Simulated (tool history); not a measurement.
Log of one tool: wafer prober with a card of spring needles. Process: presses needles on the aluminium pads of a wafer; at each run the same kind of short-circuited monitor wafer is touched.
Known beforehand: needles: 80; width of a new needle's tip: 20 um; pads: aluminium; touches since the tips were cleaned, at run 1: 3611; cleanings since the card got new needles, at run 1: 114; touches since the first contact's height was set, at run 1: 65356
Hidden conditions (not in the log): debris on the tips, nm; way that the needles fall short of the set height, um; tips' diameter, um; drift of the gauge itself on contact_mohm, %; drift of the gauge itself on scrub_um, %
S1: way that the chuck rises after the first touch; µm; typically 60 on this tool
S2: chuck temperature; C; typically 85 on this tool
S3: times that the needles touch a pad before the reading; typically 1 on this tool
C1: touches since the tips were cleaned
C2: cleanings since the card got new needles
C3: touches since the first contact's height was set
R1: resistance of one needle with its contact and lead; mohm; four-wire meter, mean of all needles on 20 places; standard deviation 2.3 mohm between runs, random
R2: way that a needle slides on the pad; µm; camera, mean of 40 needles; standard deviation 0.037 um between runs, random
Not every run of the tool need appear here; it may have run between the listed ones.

run	hour	S1	S2	S3	C1	C2	C3	R1	R2
1	0.0	60	85	1	3611	114	65356	256	8.26
# hour 2.2: tips cleaned on abrasive film
# hour 12.1: tips cleaned on abrasive film
# hour 22.6: tips cleaned on abrasive film
2	27.9	60	85	1	2718	117	79446	253	8.27
# hour 32.2: tips cleaned on abrasive film
# hour 41.9: tips cleaned on abrasive film
# hour 50.8: tips cleaned on abrasive film
3	56.8	60	85	1	3059	120	94078	255	8.31
# hour 61.2: tips cleaned on abrasive film
# hour 70.8: tips cleaned on abrasive film
4	74.2	60	81	1	1735	122	102857	258	8.30
# hour 80.7: tips cleaned on abrasive film
# hour 90.8: tips cleaned on abrasive film
# hour 99.8: tips cleaned on abrasive film
5	99.8	60	81	1	0	125	115767	251	8.28
# hour 110.3: tips cleaned on abrasive film
# hour 120.1: tips cleaned on abrasive film
6	124.9	60	81	1	2461	127	128492	251	8.26
# hour 129.2: tips cleaned on abrasive film
# hour 138.4: tips cleaned on abrasive film
7	139.3	60	81	1	453	129	135758	252	8.22
# hour 147.7: tips cleaned on abrasive film
# hour 158.2: tips cleaned on abrasive film
# hour 168.1: tips cleaned on abrasive film
8	172.8	60	81	1	2362	132	152675	250	8.25
# hour 176.8: tips cleaned on abrasive film
# hour 186.3: tips cleaned on abrasive film
# hour 196.8: tips cleaned on abrasive film
9	196.8	45	85	1	0	135	164796	263	6.17
# hour 206.7: tips cleaned on abrasive film
# hour 216.5: tips cleaned on abrasive film
10	218.0	60	85	1	764	137	175530	249	8.32
# hour 226.6: tips cleaned on abrasive film
# hour 237.1: tips cleaned on abrasive film
11	238.7	60	85	1	822	139	186024	253	8.32
# hour 247.3: tips cleaned on abrasive film
# hour 257.3: tips cleaned on abrasive film
12	264.0	60	85	1	3400	141	198825	256	8.25
# hour 267.9: tips cleaned on abrasive film
# hour 277.3: tips cleaned on abrasive film
# hour 286.8: tips cleaned on abrasive film
13	289.9	60	85	1	1573	144	211887	251	8.34
# hour 296.3: tips cleaned on abrasive film
# hour 306.3: tips cleaned on abrasive film
# hour 316.5: tips cleaned on abrasive film
14	320.7	60	95	1	2157	147	227498	256	8.35
# hour 327.2: tips cleaned on abrasive film
# hour 337.0: tips cleaned on abrasive film
# hour 340.9: height of the first contact set anew
# hour 346.5: tips cleaned on abrasive film
15	353.9	60	95	1	3782	150	6617	257	8.30
# hour 356.1: tips cleaned on abrasive film
# hour 365.5: tips cleaned on abrasive film
# hour 375.2: tips cleaned on abrasive film
16	375.2	60	95	1	0	153	17309	256	8.31
# hour 384.3: tips cleaned on abrasive film
# hour 394.9: tips cleaned on abrasive film
17	402.0	60	95	1	3633	155	30913	258	8.29
# hour 404.2: tips cleaned on abrasive film
# hour 414.1: tips cleaned on abrasive film
# hour 424.6: tips cleaned on abrasive film
18	428.7	60	95	2	2076	158	44380	255	8.30
# hour 435.1: tips cleaned on abrasive film
# hour 444.2: tips cleaned on abrasive film
19	444.2	60	95	2	0	160	52211	255	8.31
# hour 453.3: tips cleaned on abrasive film
# hour 462.3: tips cleaned on abrasive film
20	464.2	60	95	2	951	162	62336	253	8.28
# hour 472.1: tips cleaned on abrasive film
# hour 482.1: tips cleaned on abrasive film
21	482.1	60	95	2	0	164	71390	250	8.38
# hour 490.7: tips cleaned on abrasive film
# hour 499.8: tips cleaned on abrasive film
22	499.8	60	85	1	0	166	80291	255	8.29
# hour 509.3: tips cleaned on abrasive film
# hour 519.9: tips cleaned on abrasive film
23	520.6	60	85	2	320	168	90814	250	8.28
# hour 530.4: tips cleaned on abrasive film
# hour 539.0: tips cleaned on abrasive film
# hour 548.4: tips cleaned on abrasive film
24	548.7	60	85	1	193	171	105058	252	8.29
# hour 557.5: tips cleaned on abrasive film
# hour 567.5: tips cleaned on abrasive film
# hour 577.9: tips cleaned on abrasive film
25	581.9	67	95	1	2042	174	121825	254	9.29
# hour 588.3: tips cleaned on abrasive film
# hour 598.6: tips cleaned on abrasive film
26	605.0	67	95	1	3246	176	133516	253	9.25
# hour 609.2: tips cleaned on abrasive film
# hour 618.7: tips cleaned on abrasive film
# hour 627.8: tips cleaned on abrasive film
27	627.8	60	66	2	0	179	145025	247	8.27
# hour 638.0: tips cleaned on abrasive film
# hour 647.9: tips cleaned on abrasive film
28	653.5	60	66	2	2876	181	158053	246	8.27
# hour 657.8: tips cleaned on abrasive film
# hour 668.2: tips cleaned on abrasive film
# hour 677.6: tips cleaned on abrasive film
29	683.9	50	66	2	3248	184	173448	253	6.95

3 ways to go on from here, each from the tool as it stands after run 29. What would each give?
# hour 686.2: tips cleaned on abrasive film
# hour 695.9: tips cleaned on abrasive film
A	700.5	42	85	1	2324	186	181792	?	?
# hour 686.2: tips cleaned on abrasive film
# hour 695.9: tips cleaned on abrasive film
B	700.5	60	40	3	2324	186	181792	?	?
# hour 686.2: tips cleaned on abrasive film
# hour 695.9: tips cleaned on abrasive film
C	700.5	45	52	1	2324	186	181792	?	?

run	R1	R2
A	262	5.79
B	238	8.30
C	254	6.21
What these runs would have given with no unlogged condition in the tool:
run	R1	R2
A	261	5.79
B	238	8.30
C	253	6.21
